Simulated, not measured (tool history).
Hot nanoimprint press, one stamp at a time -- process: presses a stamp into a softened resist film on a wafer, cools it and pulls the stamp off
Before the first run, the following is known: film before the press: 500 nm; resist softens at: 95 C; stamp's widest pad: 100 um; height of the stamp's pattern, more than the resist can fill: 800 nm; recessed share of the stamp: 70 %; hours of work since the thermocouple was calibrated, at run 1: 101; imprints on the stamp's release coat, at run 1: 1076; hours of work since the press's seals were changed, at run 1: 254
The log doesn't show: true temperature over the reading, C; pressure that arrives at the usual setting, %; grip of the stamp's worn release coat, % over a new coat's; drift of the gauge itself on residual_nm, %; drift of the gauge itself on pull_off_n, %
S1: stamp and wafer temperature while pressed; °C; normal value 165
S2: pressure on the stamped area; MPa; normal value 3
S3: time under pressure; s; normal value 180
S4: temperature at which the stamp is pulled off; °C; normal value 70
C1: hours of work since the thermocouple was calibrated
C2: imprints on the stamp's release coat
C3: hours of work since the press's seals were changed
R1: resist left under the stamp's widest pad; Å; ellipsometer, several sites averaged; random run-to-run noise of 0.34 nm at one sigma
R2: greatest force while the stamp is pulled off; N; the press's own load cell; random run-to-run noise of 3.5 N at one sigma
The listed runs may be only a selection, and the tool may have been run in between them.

run 1 hour=0 | S1=165 S2=3 S3=180 S4=70 | C1=101 C2=1076 C3=254 | R1=2955 R2=217
run 2 hour=13.2 | S1=165 S2=3 S3=180 S4=70 | C1=110 C2=1118 C3=263 | R1=2958 R2=225
-- hour=33.2 stamp cleaned and given a new release coat
run 3 hour=33.2 | S1=165 S2=3 S3=180 S4=70 | C1=119 C2=0 C3=271 | R1=2963 R2=174
run 4 hour=51.3 | S1=165 S2=3 S3=287 S4=70 | C1=130 C2=58 C3=283 | R1=2523 R2=180
run 5 hour=61.7 | S1=165 S2=3 S3=287 S4=70 | C1=137 C2=91 C3=289 | R1=2530 R2=181
run 6 hour=80.2 | S1=165 S2=3 S3=287 S4=67 | C1=148 C2=150 C3=301 | R1=2522 R2=186
run 7 hour=95.3 | S1=165 S2=3 S3=180 S4=61 | C1=158 C2=199 C3=311 | R1=2949 R2=202
run 8 hour=114.2 | S1=165 S2=3 S3=180 S4=61 | C1=170 C2=259 C3=323 | R1=2951 R2=209
run 9 hour=135.7 | S1=165 S2=3 S3=168 S4=70 | C1=183 C2=328 C3=336 | R1=3011 R2=187
run 10 hour=154.7 | S1=165 S2=3 S3=168 S4=70 | C1=195 C2=389 C3=348 | R1=3013 R2=191
run 11 hour=177.8 | S1=165 S2=3 S3=168 S4=70 | C1=210 C2=463 C3=363 | R1=3007 R2=199
run 12 hour=199.3 | S1=165 S2=3 S3=168 S4=59 | C1=224 C2=531 C3=376 | R1=3009 R2=224
run 13 hour=221.3 | S1=159 S2=3 S3=180 S4=70 | C1=237 C2=602 C3=390 | R1=3501 R2=191
run 14 hour=239.2 | S1=159 S2=3 S3=180 S4=70 | C1=249 C2=659 C3=402 | R1=3501 R2=200
run 15 hour=253.7 | S1=159 S2=3 S3=180 S4=70 | C1=258 C2=705 C3=411 | R1=3508 R2=205
-- hour=262.5 plate thermocouple calibrated
run 16 hour=277.8 | S1=159 S2=3 S3=180 S4=70 | C1=10 C2=773 C3=424 | R1=3491 R2=198
run 17 hour=288.7 | S1=159 S2=3 S3=180 S4=70 | C1=17 C2=808 C3=431 | R1=3492 R2=206
run 18 hour=305.5 | S1=159 S2=3 S3=180 S4=70 | C1=27 C2=861 C3=442 | R1=3492 R2=214
run 19 hour=325.8 | S1=158 S2=2.12 S3=228 S4=75 | C1=40 C2=926 C3=454 | R1=3722 R2=199
run 20 hour=348.2 | S1=161 S2=2.12 S3=167 S4=75 | C1=54 C2=998 C3=469 | R1=3700 R2=201
run 21 hour=364.8 | S1=166 S2=3 S3=271 S4=70 | C1=65 C2=1051 C3=479 | R1=2456 R2=213
-- hour=374.3 plate thermocouple calibrated, once more
run 22 hour=387.8 | S1=156 S2=3 S3=180 S4=70 | C1=9 C2=1115 C3=492 | R1=3833 R2=214
run 23 hour=402.5 | S1=167 S2=4.18 S3=146 S4=70 | C1=18 C2=1162 C3=501 | R1=2647 R2=233
-- hour=410.1 stamp cleaned and given a new release coat
run 24 hour=429.1 | S1=167 S2=4.18 S3=146 S4=70 | C1=31 C2=61 C3=514 | R1=2650 R2=179
run 25 hour=447.2 | S1=165 S2=3 S3=356 S4=70 | C1=42 C2=119 C3=525 | R1=2354 R2=179
run 26 hour=462.4 | S1=165 S2=3 S3=245 S4=70 | C1=52 C2=168 C3=535 | R1=2694 R2=178

Forecast run 27:
run 27 hour=483.9 | S1=177 S2=3.76 S3=162 S4=70 | C1=65 C2=236 C3=548 | R1=? R2=?

R1: 1895 Å
R2: 182 N
With no hidden state in the tool, this same run would have given R1 1894 Å, R2 173 N.
